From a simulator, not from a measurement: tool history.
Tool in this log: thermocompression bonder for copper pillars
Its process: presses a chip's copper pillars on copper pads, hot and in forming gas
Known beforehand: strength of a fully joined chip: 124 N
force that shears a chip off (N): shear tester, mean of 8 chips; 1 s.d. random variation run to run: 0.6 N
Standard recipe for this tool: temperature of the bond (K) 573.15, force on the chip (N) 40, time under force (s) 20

| run | hour | temperature of the bond (K) | force on the chip (N) | time under force (s) | force that shears a chip off (N) |
|---|---|---|---|---|---|
| 1 | 0.0 | 573.15 | 40 | 20 | 61.0 |
| 2 | 6.2 | 573.15 | 40 | 20 | 60.3 |
| 3 | 18.8 | 573.15 | 40 | 20 | 60.2 |
| 4 | 26.5 | 573.15 | 40 | 20 | 59.3 |
| 5 | 36.3 | 573.15 | 40 | 20 | 60.0 |
| 6 | 45.4 | 573.15 | 40 | 20 | 61.1 |
| 7 | 56.1 | 573.15 | 40 | 20 | 60.4 |
| 8 | 68.7 | 573.15 | 40 | 20 | 60.3 |
| 9 | 81.9 | 573.15 | 40 | 20 | 60.2 |
|  | 84.1 | force cell calibrated |
| 10 | 91.9 | 573.15 | 40 | 29 | 69.0 |
| 11 | 103.9 | 573.15 | 40 | 16 | 56.3 |
| 12 | 113.4 | 595.15 | 39 | 35 | 87.3 |
| 13 | 121.6 | 595.15 | 39 | 35 | 86.7 |
| 14 | 130.1 | 593.15 | 40 | 29 | 81.5 |
| 15 | 136.9 | 582.15 | 33 | 46 | 75.9 |
| 16 | 150.3 | 582.15 | 32 | 14 | 51.6 |
| 17 | 156.4 | 595.15 | 37 | 17 | 69.8 |
| 18 | 165.6 | 570.15 | 40 | 49 | 76.4 |
|  | 169.9 | force cell calibrated, once more |
| 19 | 180.4 | 565.15 | 40 | 44 | 69.9 |
| 20 | 191.6 | 565.15 | 40 | 44 | 69.7 |
| 21 | 205.3 | 565.15 | 40 | 44 | 69.8 |
| 22 | 215.6 | 565.15 | 40 | 44 | 70.6 |

Alternative continuations, all from the tool just after run 22; predict every row:
| A | 222.3 | 596.15 | 26 | 45 | ? |
| B | 222.3 | 602.15 | 45 | 32 | ? |
| C | 222.3 | 574.15 | 45 | 42 | ? |
| D | 222.3 | 577.15 | 46 | 25 | ? |

| run | force that shears a chip off (N) |
|---|---|
| A | 77.8 |
| B | 94.1 |
| C | 79.2 |
| D | 72.7 |
The same runs, with their run-to-run variation unchanged, on a tool lacking any hidden condition would have given:
| run | force that shears a chip off (N) |
|---|---|
| A | 78.9 |
| B | 97.2 |
| C | 80.0 |
| D | 73.0 |
